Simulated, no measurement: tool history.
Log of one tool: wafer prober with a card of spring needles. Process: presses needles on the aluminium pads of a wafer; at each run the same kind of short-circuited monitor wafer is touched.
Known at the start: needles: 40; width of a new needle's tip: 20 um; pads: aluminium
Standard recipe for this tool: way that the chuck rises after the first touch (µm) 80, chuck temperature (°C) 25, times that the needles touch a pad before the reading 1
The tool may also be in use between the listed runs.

run   hour  way that the chuck rises after the first touch (µm)  chuck temperature (°C)  times that the needles touch a pad before the reading  resistance of one needle with its contact and lead (mohm)  way that a needle slides on the pad (µm)
  1    0.0                                                   80                      25                                                      1                                                        278                                     22.27
  2   20.6                                                   80                      25                                                      1                                                        148                                     22.23
  3   39.5                                                   80                      25                                                      1                                                        283                                     22.21
  4   60.4                                                   80                      25                                                      1                                                        232                                     22.16
  5   75.3                                                   80                      25                                                      2                                                        222                                     22.17
  6   97.5                                                   80                      59                                                      1                                                        154                                     22.30
  7  117.3                                                   80                      25                                                      1                                                        289                                     22.25
  8  132.9                                                   80                      25                                                      1                                                        301                                     22.25
  9  151.9                                                   80                      38                                                      1                                                        268                                     22.18
 10  174.1                                                   80                      38                                                      1                                                        183                                     22.14
 11  195.4                                                   80                      38                                                      1                                                        291                                     22.12
 12  215.3                                                   80                      38                                                      1                                                        218                                     22.31
 13  240.4                                                   80                      38                                                      1                                                        166                                     22.28
 14  265.9                                                   80                      38                                                      1                                                        152                                     22.21
 15  283.3                                                   80                      38                                                      1                                                        254                                     22.19
 16  309.6                                                   83                      25                                                      1                                                        257                                     23.01
 17  326.8                                                   80                      27                                                      1                                                        291                                     22.33
 18  340.6                                                   70                      39                                                      1                                                        342                                     19.53
 19  355.5                                                   69                     114                                                      1                                                        341                                     19.22
 20  367.9                                                   69                     114                                                      1                                                        340                                     19.19
 21  379.7                                                   90                     114                                                      1                                                        262                                     25.03
 22  403.5                                                   69                      63                                                      1                                                        327                                     19.11
 23  427.8                                                   69                      63                                                      1                                                        278                                     19.10
 24  444.5                                                   68                      63                                                      2                                                        270                                     18.78
 25  464.1                                                   68                      63                                                      2                                                        280                                     18.95
 26  481.0                                                   80                      53                                                      1                                                        214                                     22.24
 27  502.3                                                   80                      25                                                      1                                                        305                                     22.24
 28  530.6                                                   63                      82                                                      3                                                        246                                     17.45
 29  552.0                                                   98                      33                                                      1                                                        232                                     27.21
 30  565.2                                                   98                      33                                                      1                                                        235                                     27.14

Not shown: 47 entries that the log had between the listed runs. Between which runs, and how does the tool's hidden state differ before and after?
Logged between run 1 and run 2: tips cleaned on abrasive film (hour 7.1); tips cleaned on abrasive film (hour 20.6)
  debris on the tips, nm: 154.9 -> 9.4; way that the needles fall short of the set height, um: 0.19 -> 0.36; tips' diameter, um: 20.57 -> 20.62
  measured less the result without the state, resistance of one needle with its contact and lead (mohm): +139 -> +9; way that a needle slides on the pad (µm): -0.05 -> -0.09
Logged between run 2 and run 3: tips cleaned on abrasive film (hour 33.2)
  debris on the tips, nm: 9.4 -> 152.2; way that the needles fall short of the set height, um: 0.36 -> 0.42; tips' diameter, um: 20.62 -> 20.65
  measured less the result without the state, resistance of one needle with its contact and lead (mohm): +9 -> +140; way that a needle slides on the pad (µm): -0.09 -> -0.12
Logged between run 3 and run 4: tips cleaned on abrasive film (hour 45.8); tips cleaned on abrasive film (hour 58.3)
  debris on the tips, nm: 152.2 -> 100.7; way that the needles fall short of the set height, um: 0.42 -> 0.54; tips' diameter, um: 20.65 -> 20.69
  measured less the result without the state, resistance of one needle with its contact and lead (mohm): +140 -> +93; way that a needle slides on the pad (µm): -0.12 -> -0.15
Logged between run 4 and run 5: tips cleaned on abrasive film (hour 70.8)
  debris on the tips, nm: 100.7 -> 141.8; way that the needles fall short of the set height, um: 0.54 -> 0.6; tips' diameter, um: 20.69 -> 20.71
  measured less the result without the state, resistance of one needle with its contact and lead (mohm): +93 -> +80; way that a needle slides on the pad (µm): -0.15 -> -0.16
Logged between run 5 and run 6: height of the first contact set anew (hour 78.2); tips cleaned on abrasive film (hour 84.9); tips cleaned on abrasive film (hour 97.5)
  debris on the tips, nm: 141.8 -> 8.3; way that the needles fall short of the set height, um: 0.6 -> 0.15; tips' diameter, um: 20.71 -> 20.76
  measured less the result without the state, resistance of one needle with its contact and lead (mohm): +80 -> +8; way that a needle slides on the pad (µm): -0.16 -> -0.04
Logged between run 6 and run 7: tips cleaned on abrasive film (hour 110.2)
  debris on the tips, nm: 8.3 -> 160.9; way that the needles fall short of the set height, um: 0.15 -> 0.22; tips' diameter, um: 20.76 -> 20.79
  measured less the result without the state, resistance of one needle with its contact and lead (mohm): +8 -> +148; way that a needle slides on the pad (µm): -0.04 -> -0.07
Logged between run 7 and run 8: tips cleaned on abrasive film (hour 122.5)
  debris on the tips, nm: 160.9 -> 170.9; way that the needles fall short of the set height, um: 0.22 -> 0.3; tips' diameter, um: 20.79 -> 20.82
  measured less the result without the state, resistance of one needle with its contact and lead (mohm): +148 -> +158; way that a needle slides on the pad (µm): -0.07 -> -0.09
Logged between run 8 and run 9: tips cleaned on abrasive film (hour 135.2); tips cleaned on abrasive film (hour 147.5)
  debris on the tips, nm: 170.9 -> 132.7; way that the needles fall short of the set height, um: 0.3 -> 0.46; tips' diameter, um: 20.82 -> 20.87
  measured less the result without the state, resistance of one needle with its contact and lead (mohm): +158 -> +123; way that a needle slides on the pad (µm): -0.09 -> -0.13
Logged between run 9 and run 10: tips cleaned on abrasive film (hour 161.4); tips cleaned on abrasive film (hour 173.7)
  debris on the tips, nm: 132.7 -> 38.8; way that the needles fall short of the set height, um: 0.46 -> 0.58; tips' diameter, um: 20.87 -> 20.92
  measured less the result without the state, resistance of one needle with its contact and lead (mohm): +123 -> +37; way that a needle slides on the pad (µm): -0.13 -> -0.16
Logged between run 10 and run 11: tips cleaned on abrasive film (hour 186.5)
  debris on the tips, nm: 38.8 -> 165.6; way that the needles fall short of the set height, um: 0.58 -> 0.68; tips' diameter, um: 20.92 -> 20.95
  measured less the result without the state, resistance of one needle with its contact and lead (mohm): +37 -> +151; way that a needle slides on the pad (µm): -0.16 -> -0.19
Logged between run 11 and run 12: tips cleaned on abrasive film (hour 199.9); height of the first contact set anew (hour 202.5); tips cleaned on abrasive film (hour 213.6)
  debris on the tips, nm: 165.6 -> 79.7; way that the needles fall short of the set height, um: 0.68 -> 0.06; tips' diameter, um: 20.95 -> 20.99
  measured less the result without the state, resistance of one needle with its contact and lead (mohm): +151 -> +73; way that a needle slides on the pad (µm): -0.19 -> -0.01
Logged between run 12 and run 13: tips cleaned on abrasive film (hour 227.5); tips cleaned on abrasive film (hour 240.2)
  debris on the tips, nm: 79.7 -> 21; way that the needles fall short of the set height, um: 0.06 -> 0.21; tips' diameter, um: 20.99 -> 21.04
  measured less the result without the state, resistance of one needle with its contact and lead (mohm): +73 -> +21; way that a needle slides on the pad (µm): -0.01 -> -0.06
Logged between run 13 and run 14: tips cleaned on abrasive film (hour 253.3); tips cleaned on abrasive film (hour 265.9)
  debris on the tips, nm: 21 -> 11; way that the needles fall short of the set height, um: 0.21 -> 0.37; tips' diameter, um: 21.04 -> 21.1
  measured less the result without the state, resistance of one needle with its contact and lead (mohm): +21 -> +11; way that a needle slides on the pad (µm): -0.06 -> -0.11
Logged between run 14 and run 15: tips cleaned on abrasive film (hour 279.7)
  debris on the tips, nm: 11 -> 118; way that the needles fall short of the set height, um: 0.37 -> 0.46; tips' diameter, um: 21.1 -> 21.13
  measured less the result without the state, resistance of one needle with its contact and lead (mohm): +11 -> +111; way that a needle slides on the pad (µm): -0.11 -> -0.13
Logged between run 15 and run 16: tips cleaned on abrasive film (hour 293.0); tips cleaned on abrasive film (hour 306.0)
  debris on the tips, nm: 118 -> 134.3; way that the needles fall short of the set height, um: 0.46 -> 0.59; tips' diameter, um: 21.13 -> 21.18
  measured less the result without the state, resistance of one needle with its contact and lead (mohm): +111 -> +119; way that a needle slides on the pad (µm): -0.13 -> -0.16
Logged between run 16 and run 17: tips cleaned on abrasive film (hour 318.3); height of the first contact set anew (hour 326.8)
  debris on the tips, nm: 134.3 -> 160.5; way that the needles fall short of the set height, um: 0.59 -> 0; tips' diameter, um: 21.18 -> 21.21
  measured less the result without the state, resistance of one needle with its contact and lead (mohm): +119 -> +151; way that a needle slides on the pad (µm): -0.16 -> +0.00
Logged between run 17 and run 18: tips cleaned on abrasive film (hour 331.0)
  debris on the tips, nm: 160.5 -> 163.9; way that the needles fall short of the set height, um: 0 -> 0.05; tips' diameter, um: 21.21 -> 21.23
  measured less the result without the state, resistance of one needle with its contact and lead (mohm): +151 -> +196; way that a needle slides on the pad (µm): +0.00 -> -0.01
Logged between run 18 and run 19: tips cleaned on abrasive film (hour 344.7)
  debris on the tips, nm: 163.9 -> 170; way that the needles fall short of the set height, um: 0.05 -> 0.14; tips' diameter, um: 21.23 -> 21.26
  measured less the result without the state, resistance of one needle with its contact and lead (mohm): +196 -> +183; way that a needle slides on the pad (µm): -0.01 -> -0.04
Logged between run 19 and run 20: tips cleaned on abrasive film (hour 357.7)
  debris on the tips, nm: 170 -> 167.6; way that the needles fall short of the set height, um: 0.14 -> 0.22; tips' diameter, um: 21.26 -> 21.28
  measured less the result without the state, resistance of one needle with its contact and lead (mohm): +183 -> +183; way that a needle slides on the pad (µm): -0.04 -> -0.06
Logged between run 20 and run 21: tips cleaned on abrasive film (hour 372.3)
  debris on the tips, nm: 167.6 -> 160.1; way that the needles fall short of the set height, um: 0.22 -> 0.31; tips' diameter, um: 21.28 -> 21.32
  measured less the result without the state, resistance of one needle with its contact and lead (mohm): +183 -> +108; way that a needle slides on the pad (µm): -0.06 -> -0.09
Logged between run 21 and run 22: tips cleaned on abrasive film (hour 386.1); tips cleaned on abrasive film (hour 398.5)
  debris on the tips, nm: 160.1 -> 147.9; way that the needles fall short of the set height, um: 0.31 -> 0.45; tips' diameter, um: 21.32 -> 21.36
  measured less the result without the state, resistance of one needle with its contact and lead (mohm): +108 -> +179; way that a needle slides on the pad (µm): -0.09 -> -0.13
Logged between run 22 and run 23: tips cleaned on abrasive film (hour 412.8); tips cleaned on abrasive film (hour 425.8)
  debris on the tips, nm: 147.9 -> 106.8; way that the needles fall short of the set height, um: 0.45 -> 0.57; tips' diameter, um: 21.36 -> 21.41
  measured less the result without the state, resistance of one needle with its contact and lead (mohm): +179 -> +130; way that a needle slides on the pad (µm): -0.13 -> -0.16
Logged between run 23 and run 24: tips cleaned on abrasive film (hour 438.5)
  debris on the tips, nm: 106.8 -> 155.2; way that the needles fall short of the set height, um: 0.57 -> 0.66; tips' diameter, um: 21.41 -> 21.44
  measured less the result without the state, resistance of one needle with its contact and lead (mohm): +130 -> +118; way that a needle slides on the pad (µm): -0.16 -> -0.18
Logged between run 24 and run 25: height of the first contact set anew (hour 449.9); tips cleaned on abrasive film (hour 452.4)
  debris on the tips, nm: 155.2 -> 170.7; way that the needles fall short of the set height, um: 0.66 -> 0.09; tips' diameter, um: 21.44 -> 21.47
  measured less the result without the state, resistance of one needle with its contact and lead (mohm): +118 -> +128; way that a needle slides on the pad (µm): -0.18 -> -0.02
Logged between run 25 and run 26: tips cleaned on abrasive film (hour 465.9); tips cleaned on abrasive film (hour 479.5)
  debris on the tips, nm: 170.7 -> 70.1; way that the needles fall short of the set height, um: 0.09 -> 0.27; tips' diameter, um: 21.47 -> 21.53
  measured less the result without the state, resistance of one needle with its contact and lead (mohm): +128 -> +67; way that a needle slides on the pad (µm): -0.02 -> -0.07
Logged between run 26 and run 27: tips cleaned on abrasive film (hour 493.6)
  debris on the tips, nm: 70.1 -> 164.6; way that the needles fall short of the set height, um: 0.27 -> 0.35; tips' diameter, um: 21.53 -> 21.56
  measured less the result without the state, resistance of one needle with its contact and lead (mohm): +67 -> +163; way that a needle slides on the pad (µm): -0.07 -> -0.09
Logged between run 27 and run 28: tips cleaned on abrasive film (hour 508.2); tips cleaned on abrasive film (hour 520.7)
  debris on the tips, nm: 164.6 -> 169.4; way that the needles fall short of the set height, um: 0.35 -> 0.47; tips' diameter, um: 21.56 -> 21.6
  measured less the result without the state, resistance of one needle with its contact and lead (mohm): +163 -> +88; way that a needle slides on the pad (µm): -0.09 -> -0.13
Logged between run 28 and run 29: tips cleaned on abrasive film (hour 534.8); tips cleaned on abrasive film (hour 547.3)
  debris on the tips, nm: 169.4 -> 134.7; way that the needles fall short of the set height, um: 0.47 -> 0.62; tips' diameter, um: 21.6 -> 21.65
  measured less the result without the state, resistance of one needle with its contact and lead (mohm): +88 -> +92; way that a needle slides on the pad (µm): -0.13 -> -0.17
Logged between run 29 and run 30: tips cleaned on abrasive film (hour 560.1)
  debris on the tips, nm: 134.7 -> 145.5; way that the needles fall short of the set height, um: 0.62 -> 0.7; tips' diameter, um: 21.65 -> 21.68
  measured less the result without the state, resistance of one needle with its contact and lead (mohm): +92 -> +98; way that a needle slides on the pad (µm): -0.17 -> -0.20

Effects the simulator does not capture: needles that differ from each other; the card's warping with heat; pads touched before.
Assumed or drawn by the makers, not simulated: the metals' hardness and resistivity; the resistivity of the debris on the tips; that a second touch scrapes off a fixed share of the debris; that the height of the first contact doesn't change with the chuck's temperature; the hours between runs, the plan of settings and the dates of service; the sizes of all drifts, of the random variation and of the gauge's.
